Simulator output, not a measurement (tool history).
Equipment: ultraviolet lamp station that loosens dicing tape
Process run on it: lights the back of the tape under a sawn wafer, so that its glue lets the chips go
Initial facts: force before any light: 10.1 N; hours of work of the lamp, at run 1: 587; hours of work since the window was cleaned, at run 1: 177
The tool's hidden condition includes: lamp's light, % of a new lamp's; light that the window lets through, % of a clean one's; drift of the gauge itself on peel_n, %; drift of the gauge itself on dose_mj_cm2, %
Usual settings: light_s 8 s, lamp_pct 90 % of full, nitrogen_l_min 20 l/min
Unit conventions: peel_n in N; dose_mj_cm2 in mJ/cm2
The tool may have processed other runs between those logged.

run	day	light_s	lamp_pct	nitrogen_l_min	hours of work of the lamp	hours of work since the window was cleaned	peel_n	dose_mj_cm2
1	0	8	90	20	587	177	1.741	269
2	3.083	8	90	20	618	208	1.856	261
3	6.675	8	90	20	654	244	2.082	251
# day 6.954: window cleaned of glue's vapour
4	10.275	8	90	20	690	33	2.255	229
# day 10.962: lamp changed
5	13.688	8	90	20	27	67	1.446	310
6	15.758	8	90	20	48	88	1.545	304
# day 17.071: window cleaned of glue's vapour, once more
7	18.496	8	90	15	75	14	1.065	389
8	21.108	8	65	15	102	41	1.99	278
9	24.396	8	65	15	135	74	2.164	270
10	27.904	8	65	15	170	109	2.194	258
11	31.104	8	90	11	202	141	1.678	341
12	34.488	8	90	11	236	175	1.789	332
13	36.075	8	90	11	252	191	1.811	325
14	39.671	5	90	16	288	227	3.107	196
# day 41.533: window cleaned of glue's vapour
15	42.846	9	63	7	319	13	2.836	277
16	45.538	8	63	7	346	40	3.394	239
17	47.488	15	97	12	366	60	0.402	682
18	50.954	15	69	12	401	95	0.885	461
19	54.467	8	69	12	436	130	2.714	236
20	57.462	4	64	7	466	160	6.151	107
21	60.012	7	90	12	492	185	2.472	258
22	63.125	13	66	16	523	217	1.373	332

Some steps in peel_n, run to run, broken into two amounts with sign: the step expected even without the hidden condition (settings, incoming material, random variation), and the rest, left for the hidden condition together with whatever gauge scatter is not in both the measured and the hidden-condition-free result:
Run 4 -> 5: lamp changed. peel_n -0.809 N: hidden state -0.841, all else +0.032.
Run 6 -> 7: nitrogen_l_min 20 -> 15, window cleaned of glue's vapour, once more. peel_n -0.48 N: hidden state -0.575, all else +0.095.
Run 19 -> 20: light_s 8 -> 4, lamp_pct 69 -> 64, nitrogen_l_min 12 -> 7. peel_n +3.437 N: hidden state +0.124, all else +3.313.
Run 20 -> 21: light_s 4 -> 7, lamp_pct 64 -> 90, nitrogen_l_min 7 -> 12. peel_n -3.679 N: hidden state +0.006, all else -3.685.
